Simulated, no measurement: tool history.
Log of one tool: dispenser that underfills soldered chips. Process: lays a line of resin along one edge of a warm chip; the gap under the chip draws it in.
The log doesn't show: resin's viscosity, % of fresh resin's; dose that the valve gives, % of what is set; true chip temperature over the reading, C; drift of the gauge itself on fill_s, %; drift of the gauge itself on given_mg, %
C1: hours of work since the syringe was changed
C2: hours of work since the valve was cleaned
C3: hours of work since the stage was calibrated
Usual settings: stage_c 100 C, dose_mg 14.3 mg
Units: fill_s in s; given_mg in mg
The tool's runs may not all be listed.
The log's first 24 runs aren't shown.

{"hour": 274.9, "done": "new syringe of resin"}
{"run": 25, "hour": 283.5, "stage_c": 91, "dose_mg": 13.4, "C1": 6, "C2": 23, "C3": 577, "fill_s": 150.8, "given_mg": 13.19}
{"hour": 284.8, "done": "new syringe of resin"}
{"hour": 295.7, "done": "new syringe of resin"}
{"run": 26, "hour": 297.4, "stage_c": 111, "dose_mg": 18.4, "C1": 1, "C2": 33, "C3": 586, "fill_s": 56.0, "given_mg": 18.02}
{"hour": 305.5, "done": "new syringe of resin"}
{"run": 27, "hour": 306.8, "stage_c": 95, "dose_mg": 16.7, "C1": 1, "C2": 39, "C3": 593, "fill_s": 98.9, "given_mg": 16.31}
{"hour": 314.4, "done": "dispensing valve cleaned and set on the balance"}
{"hour": 316.9, "done": "new syringe of resin"}
{"run": 28, "hour": 320.0, "stage_c": 105, "dose_mg": 16.4, "C1": 2, "C2": 4, "C3": 601, "fill_s": 71.6, "given_mg": 16.31}
{"hour": 326.6, "done": "new syringe of resin"}
{"run": 29, "hour": 327.4, "stage_c": 113, "dose_mg": 15.2, "C1": 1, "C2": 9, "C3": 606, "fill_s": 49.8, "given_mg": 15.09}
{"hour": 337.6, "done": "new syringe of resin"}
{"run": 30, "hour": 341.2, "stage_c": 90, "dose_mg": 14.3, "C1": 3, "C2": 18, "C3": 616, "fill_s": 134.1, "given_mg": 14.14}
{"hour": 347.4, "done": "new syringe of resin"}
{"run": 31, "hour": 351.4, "stage_c": 90, "dose_mg": 14.3, "C1": 3, "C2": 26, "C3": 623, "fill_s": 136.0, "given_mg": 14.06}
{"hour": 358.3, "done": "new syringe of resin"}
{"run": 32, "hour": 362.8, "stage_c": 90, "dose_mg": 14.3, "C1": 3, "C2": 34, "C3": 631, "fill_s": 136.5, "given_mg": 14.04}
{"hour": 368.8, "done": "new syringe of resin"}
{"run": 33, "hour": 374.3, "stage_c": 90, "dose_mg": 14.3, "C1": 4, "C2": 42, "C3": 639, "fill_s": 142.4, "given_mg": 13.98}
{"hour": 378.7, "done": "new syringe of resin"}
{"hour": 379.7, "done": "dispensing valve cleaned and set on the balance"}
{"run": 34, "hour": 383.4, "stage_c": 98, "dose_mg": 14.1, "C1": 3, "C2": 3, "C3": 645, "fill_s": 97.1, "given_mg": 14.05}

Forecast each of these 4 alternatives for the next run:
{"hour": 390.7, "done": "new syringe of resin"}
{"run": "A", "hour": 399.1, "stage_c": 90, "dose_mg": 16.5, "C1": 6, "C2": 14, "C3": 656, "fill_s": "?", "given_mg": "?"}
{"hour": 390.7, "done": "new syringe of resin"}
{"run": "B", "hour": 399.1, "stage_c": 104, "dose_mg": 14.2, "C1": 6, "C2": 14, "C3": 656, "fill_s": "?", "given_mg": "?"}
{"hour": 390.7, "done": "new syringe of resin"}
{"run": "C", "hour": 399.1, "stage_c": 107, "dose_mg": 14.1, "C1": 6, "C2": 14, "C3": 656, "fill_s": "?", "given_mg": "?"}
{"hour": 390.7, "done": "new syringe of resin"}
{"run": "D", "hour": 399.1, "stage_c": 104, "dose_mg": 12.8, "C1": 6, "C2": 14, "C3": 656, "fill_s": "?", "given_mg": "?"}

run=A fill_s=154.5 given_mg=16.36
run=B fill_s=88.5 given_mg=14.08
run=C fill_s=78.8 given_mg=13.99
run=D fill_s=87.8 given_mg=12.65
Without the tool's hidden state the same runs would have given:
run=A fill_s=127.6 given_mg=16.49
run=B fill_s=72.7 given_mg=14.20
run=C fill_s=64.7 given_mg=14.11
run=D fill_s=72.1 given_mg=12.75
